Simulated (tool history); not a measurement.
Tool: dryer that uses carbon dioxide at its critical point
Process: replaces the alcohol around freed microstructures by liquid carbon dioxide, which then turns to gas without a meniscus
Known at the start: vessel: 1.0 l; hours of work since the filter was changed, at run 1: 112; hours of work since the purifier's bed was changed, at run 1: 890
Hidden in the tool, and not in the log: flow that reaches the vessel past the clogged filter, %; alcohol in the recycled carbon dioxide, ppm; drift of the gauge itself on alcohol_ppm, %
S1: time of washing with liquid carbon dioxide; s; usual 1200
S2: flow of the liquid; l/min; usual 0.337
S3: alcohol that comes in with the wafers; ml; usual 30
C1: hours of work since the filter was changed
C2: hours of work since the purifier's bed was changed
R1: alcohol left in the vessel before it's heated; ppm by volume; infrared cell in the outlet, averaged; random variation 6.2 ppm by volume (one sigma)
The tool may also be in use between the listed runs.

Run 1, hour 0.0: usual settings; C1 112; C2 890. Result: R1 479 ppm by volume.
Run 2, hour 50.6: usual settings; C1 131; C2 909. Result: R1 482 ppm by volume.
Run 3, hour 115.4: usual settings but S1 720 s; C1 155; C2 933. Result: R1 2149 ppm by volume.
Run 4, hour 148.1: usual settings but S1 780 s; C1 167; C2 945. Result: R1 1727 ppm by volume.
Run 5, hour 210.6: usual settings but S1 780 s; C1 190; C2 968. Result: R1 1786 ppm by volume.
At hour 239.8: purifier's bed changed.
Run 6, hour 250.5: usual settings; C1 203; C2 4. Result: R1 357 ppm by volume.
Run 7, hour 283.3: usual settings; C1 215; C2 16. Result: R1 367 ppm by volume.
Run 8, hour 328.2: usual settings; C1 232; C2 32. Result: R1 382 ppm by volume.
Run 9, hour 375.8: usual settings but S3 74 ml; C1 249; C2 50. Result: R1 916 ppm by volume.
Run 10, hour 432.2: usual settings; C1 270; C2 71. Result: R1 412 ppm by volume.
Run 11, hour 463.5: usual settings; C1 281; C2 82. Result: R1 423 ppm by volume.
Run 12, hour 513.8: usual settings but S3 25 ml; C1 300; C2 101. Result: R1 372 ppm by volume.
Run 13, hour 569.9: usual settings but S3 25 ml; C1 320; C2 121. Result: R1 384 ppm by volume.
Run 14, hour 620.6: usual settings but S3 25 ml; C1 339; C2 140. Result: R1 389 ppm by volume.
At hour 627.3: inlet filter changed.
Run 15, hour 659.1: usual settings but S3 25 ml; C1 12; C2 154. Result: R1 238 ppm by volume.
Run 16, hour 709.7: usual settings but S2 0.419 l/min; C1 30; C2 172. Result: R1 116 ppm by volume.
Run 17, hour 747.6: usual settings but S2 0.419 l/min; C1 44; C2 186. Result: R1 121 ppm by volume.
Run 18, hour 818.1: usual settings but S2 0.419 l/min; C1 70; C2 212. Result: R1 138 ppm by volume.
Run 19, hour 860.1: usual settings but S2 0.419 l/min; C1 85; C2 227. Result: R1 125 ppm by volume.
Run 20, hour 896.9: usual settings but S1 1800 s; C1 99; C2 241. Result: R1 78 ppm by volume.
Run 21, hour 943.1: usual settings but S1 1800 s; C1 116; C2 258. Result: R1 83 ppm by volume.
Run 22, hour 975.5: usual settings; C1 128; C2 270. Result: R1 353 ppm by volume.
Run 23, hour 1044.5: usual settings; C1 153; C2 295. Result: R1 375 ppm by volume.
Run 24, hour 1093.5: usual settings but S2 0.388 l/min, S3 93 ml; C1 171; C2 313. Result: R1 551 ppm by volume.
Run 25, hour 1142.5: usual settings but S2 0.388 l/min, S3 93 ml; C1 189; C2 331. Result: R1 553 ppm by volume.
Run 26, hour 1188.1: usual settings but S1 960 s, S2 0.234 l/min; C1 206; C2 348. Result: R1 2603 ppm by volume.
Run 27, hour 1225.9: usual settings but S1 1860 s, S3 64 ml; C1 220; C2 362. Result: R1 133 ppm by volume.

Forecast run 28:
Run 28, hour 1265.1: usual settings but S1 780 s, S3 64 ml; C1 234; C2 376. Result: R1 ?.

{"run 28": {"R1": 3594}}
Without the tool's hidden state the same run would have given R1 2749 ppm by volume.

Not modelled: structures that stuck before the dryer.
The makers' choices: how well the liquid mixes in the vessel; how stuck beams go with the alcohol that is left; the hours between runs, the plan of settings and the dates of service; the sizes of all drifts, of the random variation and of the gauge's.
